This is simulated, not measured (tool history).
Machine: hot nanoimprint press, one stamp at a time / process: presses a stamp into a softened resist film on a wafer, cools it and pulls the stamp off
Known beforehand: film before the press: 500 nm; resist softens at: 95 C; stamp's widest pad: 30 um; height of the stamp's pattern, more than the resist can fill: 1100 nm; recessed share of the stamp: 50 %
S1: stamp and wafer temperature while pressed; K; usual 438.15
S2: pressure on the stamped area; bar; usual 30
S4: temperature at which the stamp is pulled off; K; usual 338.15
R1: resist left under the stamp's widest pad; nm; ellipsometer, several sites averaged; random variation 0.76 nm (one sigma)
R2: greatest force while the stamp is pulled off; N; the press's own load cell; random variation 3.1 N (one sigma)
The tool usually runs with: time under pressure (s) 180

run 1 hour=0 | S1=438.15 S2=30 time_under_pressure_(s)=180 S4=338.15 | R1=189.8 R2=146
run 2 hour=6.2 | S1=438.15 S2=30 time_under_pressure_(s)=180 S4=338.15 | R1=188.6 R2=145
run 3 hour=14.6 | S1=438.15 S2=30 time_under_pressure_(s)=180 S4=338.15 | R1=189.5 R2=149
run 4 hour=22 | S1=438.15 S2=20.9 time_under_pressure_(s)=180 S4=338.15 | R1=218.8 R2=146
run 5 hour=30.7 | S1=438.15 S2=20.9 time_under_pressure_(s)=180 S4=338.15 | R1=221.9 R2=150
run 6 hour=36.3 | S1=438.15 S2=20.9 time_under_pressure_(s)=180 S4=338.15 | R1=218.6 R2=151
run 7 hour=44.5 | S1=438.15 S2=20.9 time_under_pressure_(s)=180 S4=338.15 | R1=218.8 R2=144
run 8 hour=51.1 | S1=438.15 S2=20.9 time_under_pressure_(s)=180 S4=338.15 | R1=217.1 R2=145
run 9 hour=60 | S1=438.15 S2=30 time_under_pressure_(s)=154 S4=338.15 | R1=200 R2=150
run 10 hour=66.5 | S1=438.15 S2=30 time_under_pressure_(s)=154 S4=338.15 | R1=198.4 R2=149
-- hour=72 plate thermocouple calibrated
run 11 hour=77.1 | S1=447.15 S2=30 time_under_pressure_(s)=154 S4=338.15 | R1=132.3 R2=146
run 12 hour=81.5 | S1=447.15 S2=30 time_under_pressure_(s)=154 S4=338.15 | R1=133.7 R2=146
run 13 hour=86.7 | S1=447.15 S2=30 time_under_pressure_(s)=154 S4=338.15 | R1=132.2 R2=147
run 14 hour=90.6 | S1=447.15 S2=30 time_under_pressure_(s)=154 S4=338.15 | R1=132.6 R2=148
run 15 hour=98.2 | S1=447.15 S2=30 time_under_pressure_(s)=154 S4=338.15 | R1=132.1 R2=146
run 16 hour=105.2 | S1=447.15 S2=30 time_under_pressure_(s)=154 S4=328.15 | R1=132 R2=166
-- hour=114.5 stamp cleaned and given a new release coat
-- hour=116.6 gauge calibrated
run 17 hour=117.9 | S1=447.15 S2=30 time_under_pressure_(s)=154 S4=328.15 | R1=135.1 R2=157
run 18 hour=126 | S1=447.15 S2=25.2 time_under_pressure_(s)=242 S4=327.15 | R1=118.9 R2=152
run 19 hour=132.6 | S1=429.15 S2=20.9 time_under_pressure_(s)=93 S4=338.15 | R1=377.5 R2=144
run 20 hour=141.5 | S1=429.15 S2=20.9 time_under_pressure_(s)=93 S4=338.15 | R1=373.5 R2=149
run 21 hour=149.9 | S1=429.15 S2=20.9 time_under_pressure_(s)=93 S4=338.15 | R1=374.9 R2=143
run 22 hour=159.3 | S1=429.15 S2=21.3 time_under_pressure_(s)=93 S4=338.15 | R1=371.7 R2=147
run 23 hour=164.9 | S1=429.15 S2=21.3 time_under_pressure_(s)=93 S4=338.15 | R1=369.8 R2=145
run 24 hour=170.6 | S1=446.15 S2=31.5 time_under_pressure_(s)=346 S4=342.15 | R1=93.8 R2=138
run 25 hour=175.7 | S1=446.15 S2=31.5 time_under_pressure_(s)=346 S4=342.15 | R1=93.7 R2=139
run 26 hour=184.4 | S1=446.15 S2=31.5 time_under_pressure_(s)=346 S4=342.15 | R1=93.8 R2=145
run 27 hour=193.5 | S1=446.15 S2=31.5 time_under_pressure_(s)=346 S4=342.15 | R1=93.3 R2=145
run 28 hour=201.2 | S1=438.15 S2=29.2 time_under_pressure_(s)=180 S4=325.15 | R1=187.4 R2=153
run 29 hour=205.8 | S1=434.15 S2=36.7 time_under_pressure_(s)=180 S4=338.15 | R1=205 R2=149
run 30 hour=210.2 | S1=443.15 S2=19.8 time_under_pressure_(s)=184 S4=342.15 | R1=175.5 R2=141

Branching from run 30: 4 alternative next runs. What would each branch give?
-- hour=212 gauge calibrated
run A hour=218.1 | S1=443.15 S2=28.3 time_under_pressure_(s)=184 S4=327.15 | R1=? R2=?
-- hour=212 gauge calibrated
run B hour=218.1 | S1=438.15 S2=30 time_under_pressure_(s)=180 S4=336.15 | R1=? R2=?
-- hour=212 gauge calibrated
run C hour=218.1 | S1=438.15 S2=20.4 time_under_pressure_(s)=180 S4=327.15 | R1=? R2=?
-- hour=212 gauge calibrated
run D hour=218.1 | S1=443.15 S2=32.2 time_under_pressure_(s)=211 S4=342.15 | R1=? R2=?

run=A R1=153.8 R2=156
run=B R1=190.2 R2=151
run=C R1=223 R2=161
run=D R1=135.9 R2=141
Take away the tool's hidden state, keep each run's random variation, and the runs would have read:
run=A R1=153.9 R2=155
run=B R1=190.3 R2=150
run=C R1=223.2 R2=161
run=D R1=136 R2=140
